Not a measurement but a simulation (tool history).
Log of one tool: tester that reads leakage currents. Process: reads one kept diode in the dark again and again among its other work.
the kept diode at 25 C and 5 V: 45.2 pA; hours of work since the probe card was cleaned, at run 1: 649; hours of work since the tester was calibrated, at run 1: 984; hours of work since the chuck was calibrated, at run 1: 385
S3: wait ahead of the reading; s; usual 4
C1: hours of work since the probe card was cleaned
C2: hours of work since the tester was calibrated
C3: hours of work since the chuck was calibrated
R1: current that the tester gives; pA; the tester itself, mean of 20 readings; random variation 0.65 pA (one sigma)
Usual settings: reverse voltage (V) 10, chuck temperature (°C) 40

run 1 day=0 | reverse_voltage_(V)=10 chuck_temperature_(°C)=40 S3=4 | C1=649 C2=984 C3=385 | R1=224.71
run 2 day=0.954 | reverse_voltage_(V)=10 chuck_temperature_(°C)=40 S3=4 | C1=659 C2=994 C3=395 | R1=224.7
run 3 day=2.304 | reverse_voltage_(V)=10 chuck_temperature_(°C)=40 S3=4 | C1=673 C2=1007 C3=408 | R1=224.86
run 4 day=3.6 | reverse_voltage_(V)=10 chuck_temperature_(°C)=40 S3=4 | C1=686 C2=1021 C3=422 | R1=225.19
run 5 day=4.971 | reverse_voltage_(V)=10 chuck_temperature_(°C)=40 S3=4 | C1=700 C2=1034 C3=435 | R1=225.57
run 6 day=5.688 | reverse_voltage_(V)=10 chuck_temperature_(°C)=40 S3=4 | C1=707 C2=1042 C3=443 | R1=224.22
run 7 day=7.342 | reverse_voltage_(V)=10 chuck_temperature_(°C)=40 S3=4 | C1=724 C2=1059 C3=459 | R1=225.71
run 8 day=8.354 | reverse_voltage_(V)=10 chuck_temperature_(°C)=37 S3=4 | C1=734 C2=1069 C3=470 | R1=181.25
-- day=8.542 chuck's temperature calibrated
run 9 day=9.517 | reverse_voltage_(V)=10 chuck_temperature_(°C)=24 S3=0.64 | C1=745 C2=1080 C3=10 | R1=70.47
run 10 day=10.95 | reverse_voltage_(V)=9 chuck_temperature_(°C)=34 S3=4 | C1=759 C2=1094 C3=24 | R1=139.59
run 11 day=12.417 | reverse_voltage_(V)=18.2 chuck_temperature_(°C)=40 S3=0.97 | C1=774 C2=1109 C3=39 | R1=324.36
run 12 day=13.15 | reverse_voltage_(V)=10 chuck_temperature_(°C)=38 S3=1.91 | C1=782 C2=1117 C3=47 | R1=199.32
run 13 day=14.308 | reverse_voltage_(V)=2.3 chuck_temperature_(°C)=26 S3=0.45 | C1=793 C2=1128 C3=58 | R1=35.87
run 14 day=15.054 | reverse_voltage_(V)=1.4 chuck_temperature_(°C)=40 S3=2.89 | C1=801 C2=1136 C3=66 | R1=78.98
-- day=16.154 chuck's temperature calibrated, once more
run 15 day=16.662 | reverse_voltage_(V)=1.4 chuck_temperature_(°C)=24 S3=2.68 | C1=816 C2=1151 C3=5 | R1=21.74
run 16 day=17.954 | reverse_voltage_(V)=1.4 chuck_temperature_(°C)=24 S3=2.68 | C1=829 C2=1164 C3=18 | R1=21.66

Forecast each of these 5 alternatives for the next run:
run A day=18.767 | reverse_voltage_(V)=12.1 chuck_temperature_(°C)=40 S3=4 | C1=838 C2=1173 C3=27 | R1=?
run B day=18.767 | reverse_voltage_(V)=3.6 chuck_temperature_(°C)=25 S3=0.62 | C1=838 C2=1173 C3=27 | R1=?
run C day=18.767 | reverse_voltage_(V)=4 chuck_temperature_(°C)=54 S3=2.6 | C1=838 C2=1173 C3=27 | R1=?
run D day=18.767 | reverse_voltage_(V)=2.4 chuck_temperature_(°C)=50 S3=4 | C1=838 C2=1173 C3=27 | R1=?
run E day=18.767 | reverse_voltage_(V)=10.9 chuck_temperature_(°C)=46 S3=1.46 | C1=838 C2=1173 C3=27 | R1=?

run=A R1=244.32
run=B R1=40.72
run=C R1=362.76
run=D R1=208.03
run=E R1=357.18
Without the tool's hidden state the same runs would have given:
run=A R1=238.92
run=B R1=39.05
run=C R1=361.55
run=D R1=207.28
run=E R1=352.59
